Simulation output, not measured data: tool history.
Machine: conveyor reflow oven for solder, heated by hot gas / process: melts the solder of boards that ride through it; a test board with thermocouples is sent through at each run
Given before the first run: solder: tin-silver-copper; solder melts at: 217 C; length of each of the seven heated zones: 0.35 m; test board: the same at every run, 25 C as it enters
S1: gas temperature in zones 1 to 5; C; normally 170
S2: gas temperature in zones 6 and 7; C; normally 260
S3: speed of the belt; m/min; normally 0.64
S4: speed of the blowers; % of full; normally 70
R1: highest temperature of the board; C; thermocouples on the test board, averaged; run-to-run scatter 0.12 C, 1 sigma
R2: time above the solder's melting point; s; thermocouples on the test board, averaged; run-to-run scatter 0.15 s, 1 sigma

run	hour	S1	S2	S3	S4	R1	R2
1	0	170	260	0.64	70	243.2	42.1
2	19.5	170	260	0.64	70	243.4	42.1
3	46.4	170	260	0.64	70	243.1	42.1
4	81.6	170	260	0.64	70	243.3	42.1
5	112.4	170	260	0.64	70	243.2	42.2
6	148.6	170	260	0.64	70	243.3	42.1
7	167.9	170	260	0.64	70	243.1	42
8	193.7	170	260	0.64	70	243.1	42.2
9	218.8	170	260	0.64	70	243.1	42
# hour 234.4: flux residue cleaned out of gas plates and filters
10	256.3	171	252	0.619	55	234.1	34
# hour 296.9: belt drive overhauled, speed set with a stopwatch
11	302.7	170	260	0.644	61	240.9	38.4
12	320.9	170	260	0.657	56	238.1	34.1
13	361.7	170	260	0.657	56	238.3	33.8
14	401.7	170	255	0.534	70	244.8	53.4
15	443.2	177	260	0.64	65	243.9	43.6
16	484.7	166	269	0.64	70	251	46
17	518.9	175	249	0.674	86	237.9	37.5

4 ways to go on from here, each from the tool as it stands after run 17. What would each give?
A	555.2	175	260	0.64	70	?	?
B	555.2	162	253	0.631	86	?	?
C	555.2	165	258	0.64	56	?	?
D	555.2	169	253	0.697	70	?	?

run	R1	R2
A	245	44.4
B	241.3	39.6
C	236.3	31.9
D	235.1	29.8
Take away the tool's hidden state, keep each run's random variation, and the runs would have read:
run	R1	R2
A	245	44.3
B	241.3	39.8
C	236.2	31.8
D	235.2	30
